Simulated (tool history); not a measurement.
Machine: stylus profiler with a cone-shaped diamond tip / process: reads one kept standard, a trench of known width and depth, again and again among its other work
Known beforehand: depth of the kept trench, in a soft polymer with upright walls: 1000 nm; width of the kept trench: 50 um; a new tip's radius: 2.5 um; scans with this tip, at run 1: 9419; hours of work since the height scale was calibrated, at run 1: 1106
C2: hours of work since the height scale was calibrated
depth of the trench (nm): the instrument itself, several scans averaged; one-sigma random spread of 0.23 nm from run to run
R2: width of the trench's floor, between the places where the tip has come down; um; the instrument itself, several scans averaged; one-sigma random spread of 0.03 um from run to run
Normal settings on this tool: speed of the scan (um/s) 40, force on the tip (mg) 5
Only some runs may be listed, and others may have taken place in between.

{"run": 1, "hour": 0.0, "speed of the scan (um/s)": 40, "force on the tip (mg)": 5, "scans with this tip": 9419, "C2": 1106, "depth of the trench (nm)": 1014.72, "R2": 45.93}
{"run": 2, "hour": 18.3, "speed of the scan (um/s)": 40, "force on the tip (mg)": 5, "scans with this tip": 9532, "C2": 1119, "depth of the trench (nm)": 1014.56, "R2": 45.91}
{"run": 3, "hour": 49.8, "speed of the scan (um/s)": 40, "force on the tip (mg)": 5, "scans with this tip": 9725, "C2": 1142, "depth of the trench (nm)": 1014.48, "R2": 45.93}
{"run": 4, "hour": 75.7, "speed of the scan (um/s)": 40, "force on the tip (mg)": 5, "scans with this tip": 9884, "C2": 1160, "depth of the trench (nm)": 1014.49, "R2": 45.96}
{"run": 5, "hour": 107.9, "speed of the scan (um/s)": 40, "force on the tip (mg)": 5, "scans with this tip": 10082, "C2": 1183, "depth of the trench (nm)": 1014.34, "R2": 45.93}
{"run": 6, "hour": 144.8, "speed of the scan (um/s)": 40, "force on the tip (mg)": 2.64, "scans with this tip": 10308, "C2": 1210, "depth of the trench (nm)": 1009.28, "R2": 45.93}
{"run": 7, "hour": 184.5, "speed of the scan (um/s)": 40, "force on the tip (mg)": 11.63, "scans with this tip": 10552, "C2": 1239, "depth of the trench (nm)": 1025.34, "R2": 45.93}
{"run": 8, "hour": 205.5, "speed of the scan (um/s)": 15, "force on the tip (mg)": 5, "scans with this tip": 10681, "C2": 1254, "depth of the trench (nm)": 1014.59, "R2": 45.98}
{"run": 9, "hour": 241.0, "speed of the scan (um/s)": 40, "force on the tip (mg)": 5, "scans with this tip": 10899, "C2": 1279, "depth of the trench (nm)": 1014.64, "R2": 45.95}
{"run": 10, "hour": 274.5, "speed of the scan (um/s)": 40, "force on the tip (mg)": 1.95, "scans with this tip": 11105, "C2": 1304, "depth of the trench (nm)": 1007.72, "R2": 45.96}
{"run": 11, "hour": 313.5, "speed of the scan (um/s)": 40, "force on the tip (mg)": 1.95, "scans with this tip": 11344, "C2": 1332, "depth of the trench (nm)": 1008.07, "R2": 45.83}
{"run": 12, "hour": 339.3, "speed of the scan (um/s)": 40, "force on the tip (mg)": 1.95, "scans with this tip": 11503, "C2": 1350, "depth of the trench (nm)": 1007.48, "R2": 45.97}
{"run": 13, "hour": 364.9, "speed of the scan (um/s)": 16, "force on the tip (mg)": 5, "scans with this tip": 11660, "C2": 1369, "depth of the trench (nm)": 1014.48, "R2": 46.03}
{"run": 14, "hour": 392.6, "speed of the scan (um/s)": 16, "force on the tip (mg)": 5, "scans with this tip": 11830, "C2": 1389, "depth of the trench (nm)": 1014.73, "R2": 45.99}
{"run": 15, "hour": 431.5, "speed of the scan (um/s)": 64, "force on the tip (mg)": 5, "scans with this tip": 12069, "C2": 1417, "depth of the trench (nm)": 1014.25, "R2": 45.94}
{"run": 16, "hour": 454.5, "speed of the scan (um/s)": 105, "force on the tip (mg)": 6.63, "scans with this tip": 12210, "C2": 1433, "depth of the trench (nm)": 1018.13, "R2": 45.83}
{"run": 17, "hour": 490.9, "speed of the scan (um/s)": 64, "force on the tip (mg)": 5, "scans with this tip": 12434, "C2": 1460, "depth of the trench (nm)": 1014.94, "R2": 45.88}
{"run": 18, "hour": 511.0, "speed of the scan (um/s)": 59, "force on the tip (mg)": 7.1, "scans with this tip": 12557, "C2": 1474, "depth of the trench (nm)": 1018.45, "R2": 45.92}
{"run": 19, "hour": 548.8, "speed of the scan (um/s)": 44, "force on the tip (mg)": 7.1, "scans with this tip": 12789, "C2": 1501, "depth of the trench (nm)": 1018.17, "R2": 45.91}
{"run": 20, "hour": 585.0, "speed of the scan (um/s)": 114, "force on the tip (mg)": 3, "scans with this tip": 13011, "C2": 1527, "depth of the trench (nm)": 1010.31, "R2": 45.83}
{"run": 21, "hour": 618.5, "speed of the scan (um/s)": 155, "force on the tip (mg)": 14.93, "scans with this tip": 13217, "C2": 1552, "depth of the trench (nm)": 1030.28, "R2": 45.91}
{"run": 22, "hour": 647.9, "speed of the scan (um/s)": 155, "force on the tip (mg)": 14.93, "scans with this tip": 13398, "C2": 1573, "depth of the trench (nm)": 1030.03, "R2": 45.82}
{"run": 23, "hour": 669.8, "speed of the scan (um/s)": 39, "force on the tip (mg)": 7.65, "scans with this tip": 13532, "C2": 1588, "depth of the trench (nm)": 1018.96, "R2": 45.91}
{"run": 24, "hour": 699.2, "speed of the scan (um/s)": 10, "force on the tip (mg)": 13.41, "scans with this tip": 13712, "C2": 1610, "depth of the trench (nm)": 1028.03, "R2": 46.01}
{"run": 25, "hour": 733.4, "speed of the scan (um/s)": 10, "force on the tip (mg)": 13.41, "scans with this tip": 13923, "C2": 1634, "depth of the trench (nm)": 1028.47, "R2": 46.01}

Alternative continuations, all from the tool just after run 25; predict every row:
{"run": "A", "hour": 751.1, "speed of the scan (um/s)": 53, "force on the tip (mg)": 3.22, "scans with this tip": 14031, "C2": 1647, "depth of the trench (nm)": "?", "R2": "?"}
{"run": "B", "hour": 751.1, "speed of the scan (um/s)": 40, "force on the tip (mg)": 1.87, "scans with this tip": 14031, "C2": 1647, "depth of the trench (nm)": "?", "R2": "?"}
{"run": "C", "hour": 751.1, "speed of the scan (um/s)": 25, "force on the tip (mg)": 6.53, "scans with this tip": 14031, "C2": 1647, "depth of the trench (nm)": "?", "R2": "?"}

run=A depth_of_the_trench_(nm)=1010.57 R2=45.88
run=B depth_of_the_trench_(nm)=1007.33 R2=45.85
run=C depth_of_the_trench_(nm)=1016.95 R2=45.93
Without the tool's hidden state the same runs would have given:
run=A depth_of_the_trench_(nm)=1010.64 R2=45.9
run=B depth_of_the_trench_(nm)=1007.39 R2=45.86
run=C depth_of_the_trench_(nm)=1017.01 R2=45.94
